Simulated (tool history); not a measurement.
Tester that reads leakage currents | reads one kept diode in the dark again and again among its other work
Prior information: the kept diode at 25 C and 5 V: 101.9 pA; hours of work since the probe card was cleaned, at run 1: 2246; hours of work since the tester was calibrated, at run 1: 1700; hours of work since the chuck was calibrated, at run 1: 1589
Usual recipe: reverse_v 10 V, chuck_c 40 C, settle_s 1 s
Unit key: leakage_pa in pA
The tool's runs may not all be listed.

run    hour  reverse_v  chuck_c  settle_s  hours of work since the probe card was cleaned  hours of work since the tester was calibrated  hours of work since the chuck was calibrated  leakage_pa
  1       0         10       40         1                                            2246                                           1700                                          1589      453.81
  2   109.5         10       46         1                                            2294                                           1748                                          1637       670.4
  3   242.8         10       46         1                                            2352                                           1806                                          1695      669.81
  4     360         10       40         1                                            2403                                           1857                                          1746      448.41
  5   497.4         10       40         1                                            2463                                           1917                                          1807      451.67
  6   606.6         10       40         1                                            2511                                           1965                                          1854      449.29
  7   760.2         10       50         1                                            2579                                           2033                                          1922      860.42
      940.4  -- probe card cleaned and baked
  8   942.2         10       50         1                                               1                                           2111                                          2000      864.29
      966.6  -- chuck's temperature calibrated
  9  1071.1         10       40      0.41                                              56                                           2167                                            46      472.93
 10  1261.6         10       40      0.41                                             140                                           2250                                           129      471.63
 11  1373.4         10       40      0.41                                             189                                           2299                                           178      471.42
 12  1599.6         10       49         1                                             288                                           2398                                           277      825.96
 13  1762.2         10       49         1                                             359                                           2469                                           348         833
 14  1932.2         10       49         1                                             434                                           2544                                           423      826.55
       2032  -- probe card cleaned and baked, once more
 15  2142.7         10       49         1                                              48                                           2635                                           514      789.04
 16  2310.5         10       40      2.27                                             122                                           2708                                           587      428.71
 17  2536.5         10       40      2.94                                             221                                           2807                                           686      430.87
 18  2664.6         10       40      2.94                                             277                                           2863                                           742      431.63
 19  2882.1         10       40         1                                             372                                           2958                                           838      431.16
 20  3081.5         10       40         1                                             460                                           3046                                           925      432.93
 21  3216.9        7.4       20      1.61                                             519                                           3105                                           984       86.36

Estimate the outcome of run 22 from the log above:
 22  3399.8        1.2       47       6.8                                             599                                           3185                                          1064           ?

{"run 22": {"leakage_pa": 217.74}}
Were there no unlogged condition in the tool, this run, its random variation unchanged, would have produced leakage_pa 226.24 pA.

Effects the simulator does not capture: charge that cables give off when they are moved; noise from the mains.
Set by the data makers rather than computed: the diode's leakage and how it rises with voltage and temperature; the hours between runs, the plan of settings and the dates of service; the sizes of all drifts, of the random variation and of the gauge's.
